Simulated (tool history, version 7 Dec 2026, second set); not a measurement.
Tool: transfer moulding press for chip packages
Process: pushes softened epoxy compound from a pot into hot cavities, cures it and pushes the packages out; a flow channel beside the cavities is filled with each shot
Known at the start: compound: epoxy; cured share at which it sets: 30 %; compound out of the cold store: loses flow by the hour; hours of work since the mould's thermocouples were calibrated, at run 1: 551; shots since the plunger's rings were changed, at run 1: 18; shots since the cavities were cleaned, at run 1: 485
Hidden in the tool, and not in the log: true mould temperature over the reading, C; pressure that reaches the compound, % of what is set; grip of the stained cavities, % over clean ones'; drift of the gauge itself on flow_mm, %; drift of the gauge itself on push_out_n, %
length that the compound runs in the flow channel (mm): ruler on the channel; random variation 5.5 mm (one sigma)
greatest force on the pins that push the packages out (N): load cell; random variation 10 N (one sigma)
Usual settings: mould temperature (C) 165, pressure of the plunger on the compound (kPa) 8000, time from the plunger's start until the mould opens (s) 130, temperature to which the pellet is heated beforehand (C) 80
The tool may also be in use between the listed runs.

run	hour	mould temperature (C)	pressure of the plunger on the compound (kPa)	time from the plunger's start until the mould opens (s)	temperature to which the pellet is heated beforehand (C)	hours of work since the mould's thermocouples were calibrated	shots since the plunger's rings were changed	shots since the cavities were cleaned	incoming compound's hours out of the cold store	length that the compound runs in the flow channel (mm)	greatest force on the pins that push the packages out (N)
1	0	165	8000	130	80	551	18	485	13.9	821	695
2	23.2	165	8000	130	80	563	193	660	41.6	715	724
3	40.9	165	8000	130	80	573	327	794	37.9	727	732
4	51.9	165	8000	130	80	579	410	877	15.4	806	797
5	67	165	6340	130	80	587	524	991	22	692	786
6	83.8	165	6340	130	80	596	652	1119	15.6	709	808
# hour 87.4: cavities cleaned with cleaning compound and waxed
7	103.8	165	8000	130	80	606	791	124	47.4	692	525
8	117.2	165	8000	130	80	614	893	226	16.7	794	585
9	139.1	165	8000	130	80	626	1058	391	35.1	724	625
10	151.9	165	8000	127	80	633	1155	488	40.7	713	674
11	172.8	165	8000	127	80	644	1312	645	38.2	715	717
12	186.2	165	8000	127	80	651	1414	747	11.4	804	774
13	206.6	165	8000	127	80	662	1568	901	11.9	810	797
14	232.2	165	8000	127	80	676	1761	1094	43.8	688	784
# hour 238.2: mould's thermocouples calibrated
# hour 239.7: cavities cleaned with cleaning compound and waxed
15	249	165	8000	127	80	5	1862	70	23.6	761	551
16	269.2	165	8000	127	80	16	2015	223	24.7	754	598
17	291.6	166	8030	131	75	28	2184	392	27.4	743	600
18	312.2	165	8000	129	80	40	2339	547	19.2	765	699
19	325.2	161	8000	130	76	47	2438	646	47.7	685	789
20	341.1	160	7360	128	84	55	2558	766	32	704	957
21	360.1	160	7360	128	84	66	2702	910	9.6	786	1081
22	383.5	160	9450	135	84	78	2879	1087	16.9	859	967
# hour 391.3: cavities cleaned with cleaning compound and waxed
23	400.9	164	8820	130	75	87	2999	73	30.8	766	571
24	426.8	172	6650	130	72	101	3195	269	26.4	666	555
25	437.9	162	6060	155	88	107	3278	352	15.4	673	608
26	457.3	165	8860	130	81	118	3425	499	28.2	769	671
27	477.6	165	8860	130	81	129	3579	653	33.5	748	711
28	495.3	165	8860	130	81	139	3712	786	15.2	803	793
29	513.7	165	6440	159	90	149	3852	926	26.8	653	663

Forecast each of these 4 alternatives for the next run:
A	532	165	9280	153	72	159	3990	1064	42.7	?	?
B	532	157	6440	159	90	159	3990	1064	11.5	?	?
C	532	170	8000	130	80	159	3990	1064	30.2	?	?
D	532	169	9900	121	80	159	3990	1064	44.7	?	?

run	length that the compound runs in the flow channel (mm)	greatest force on the pins that push the packages out (N)
A	735	716
B	706	861
C	708	718
D	739	749
Without the tool's hidden state the same runs would have given:
run	length that the compound runs in the flow channel (mm)	greatest force on the pins that push the packages out (N)
A	780	442
B	749	534
C	751	444
D	784	463
